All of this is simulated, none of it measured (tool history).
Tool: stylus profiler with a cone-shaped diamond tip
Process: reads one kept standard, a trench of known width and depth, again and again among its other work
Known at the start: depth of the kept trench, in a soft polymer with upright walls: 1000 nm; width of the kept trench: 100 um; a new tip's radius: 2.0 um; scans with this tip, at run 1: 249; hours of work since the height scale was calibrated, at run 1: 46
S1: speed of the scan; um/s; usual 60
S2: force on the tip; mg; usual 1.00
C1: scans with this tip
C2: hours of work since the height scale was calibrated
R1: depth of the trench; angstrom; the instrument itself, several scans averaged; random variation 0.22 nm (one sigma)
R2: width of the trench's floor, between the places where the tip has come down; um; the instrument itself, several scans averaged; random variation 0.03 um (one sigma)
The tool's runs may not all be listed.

run 1 hour=0.0 | S1=60 S2=1.00 | C1=249 C2=46 | R1=10024.5 R2=96.33
run 2 hour=31.4 | S1=60 S2=1.00 | C1=340 C2=63 | R1=10034.7 R2=96.28
run 3 hour=73.9 | S1=50 S2=1.00 | C1=463 C2=86 | R1=10030.3 R2=96.32
run 4 hour=100.4 | S1=60 S2=1.00 | C1=539 C2=100 | R1=10026.1 R2=96.28
run 5 hour=146.0 | S1=60 S2=1.00 | C1=671 C2=125 | R1=10024.2 R2=96.28
run 6 hour=177.6 | S1=60 S2=1.00 | C1=763 C2=142 | R1=10028.4 R2=96.19
run 7 hour=215.8 | S1=60 S2=1.00 | C1=873 C2=162 | R1=10027.8 R2=96.20
run 8 hour=261.1 | S1=157 S2=1.00 | C1=1004 C2=187 | R1=10026.5 R2=95.92
run 9 hour=299.6 | S1=157 S2=1.00 | C1=1116 C2=207 | R1=10025.2 R2=95.84
run 10 hour=333.6 | S1=157 S2=1.00 | C1=1214 C2=226 | R1=10030.2 R2=95.93
run 11 hour=373.2 | S1=60 S2=1.00 | C1=1329 C2=247 | R1=10027.4 R2=96.21
run 12 hour=410.3 | S1=22 S2=1.00 | C1=1436 C2=267 | R1=10031.2 R2=96.19
run 13 hour=447.2 | S1=22 S2=2.04 | C1=1543 C2=287 | R1=10046.2 R2=96.32
run 14 hour=473.3 | S1=22 S2=2.04 | C1=1618 C2=301 | R1=10048.7 R2=96.31
run 15 hour=503.0 | S1=20 S2=1.00 | C1=1704 C2=317 | R1=10028.5 R2=96.25
run 16 hour=530.1 | S1=140 S2=0.37 | C1=1783 C2=331 | R1=10013.3 R2=95.64
run 17 hour=561.9 | S1=63 S2=0.56 | C1=1875 C2=348 | R1=10018.4 R2=96.07
run 18 hour=606.0 | S1=63 S2=2.11 | C1=2002 C2=372 | R1=10051.7 R2=96.17
run 19 hour=632.0 | S1=38 S2=0.56 | C1=2077 C2=386 | R1=10022.8 R2=96.12
run 20 hour=662.2 | S1=38 S2=0.56 | C1=2165 C2=402 | R1=10022.2 R2=96.11
run 21 hour=704.7 | S1=38 S2=0.56 | C1=2288 C2=425 | R1=10022.0 R2=96.13
run 22 hour=728.7 | S1=151 S2=1.21 | C1=2357 C2=438 | R1=10036.5 R2=95.86
run 23 hour=758.4 | S1=22 S2=2.87 | C1=2443 C2=454 | R1=10065.3 R2=96.27
run 24 hour=792.5 | S1=22 S2=2.87 | C1=2542 C2=472 | R1=10068.5 R2=96.28
run 25 hour=837.5 | S1=17 S2=1.94 | C1=2672 C2=496 | R1=10049.0 R2=96.15
run 26 hour=873.6 | S1=89 S2=1.94 | C1=2776 C2=516 | R1=10048.8 R2=96.07
run 27 hour=913.7 | S1=89 S2=1.94 | C1=2892 C2=537 | R1=10050.6 R2=96.00
run 28 hour=940.8 | S1=89 S2=1.94 | C1=2971 C2=552 | R1=10053.4 R2=96.07
run 29 hour=963.4 | S1=102 S2=0.52 | C1=3036 C2=564 | R1=10024.3 R2=95.75
run 30 hour=1003.3 | S1=34 S2=2.25 | C1=3152 C2=585 | R1=10052.5 R2=96.16

Measured less the same run without the tool's hidden state. The same run-to-run variation is in both; the gauge's scatter may not be:
The hidden state here: radius of the tip, um; height scale over the true one, %; drift of the gauge itself on depth_nm, %; drift of the gauge itself on floor_um, %.
run=1 R1=-3.4 R2=-0.07
run=2 R1=-3.2 R2=-0.08
run=3 R1=-2.9 R2=-0.08
run=4 R1=-2.7 R2=-0.10
run=5 R1=-2.4 R2=-0.10
run=6 R1=-2.2 R2=-0.11
run=7 R1=-1.9 R2=-0.13
run=8 R1=-1.6 R2=-0.13
run=9 R1=-1.4 R2=-0.15
run=10 R1=-1.1 R2=-0.15
run=11 R1=-0.9 R2=-0.16
run=12 R1=-0.6 R2=-0.17
run=13 R1=-0.4 R2=-0.18
run=14 R1=-0.2 R2=-0.19
run=15 R1=+0.0 R2=-0.19
run=16 R1=+0.2 R2=-0.21
run=17 R1=+0.4 R2=-0.21
run=18 R1=+0.7 R2=-0.22
run=19 R1=+0.8 R2=-0.23
run=20 R1=+1.0 R2=-0.24
run=21 R1=+1.4 R2=-0.24
run=22 R1=+1.5 R2=-0.25
run=23 R1=+1.7 R2=-0.26
run=24 R1=+1.9 R2=-0.27
run=25 R1=+2.3 R2=-0.28
run=26 R1=+2.5 R2=-0.29
run=27 R1=+2.7 R2=-0.30
run=28 R1=+2.9 R2=-0.31
run=29 R1=+3.1 R2=-0.31
run=30 R1=+3.4 R2=-0.32
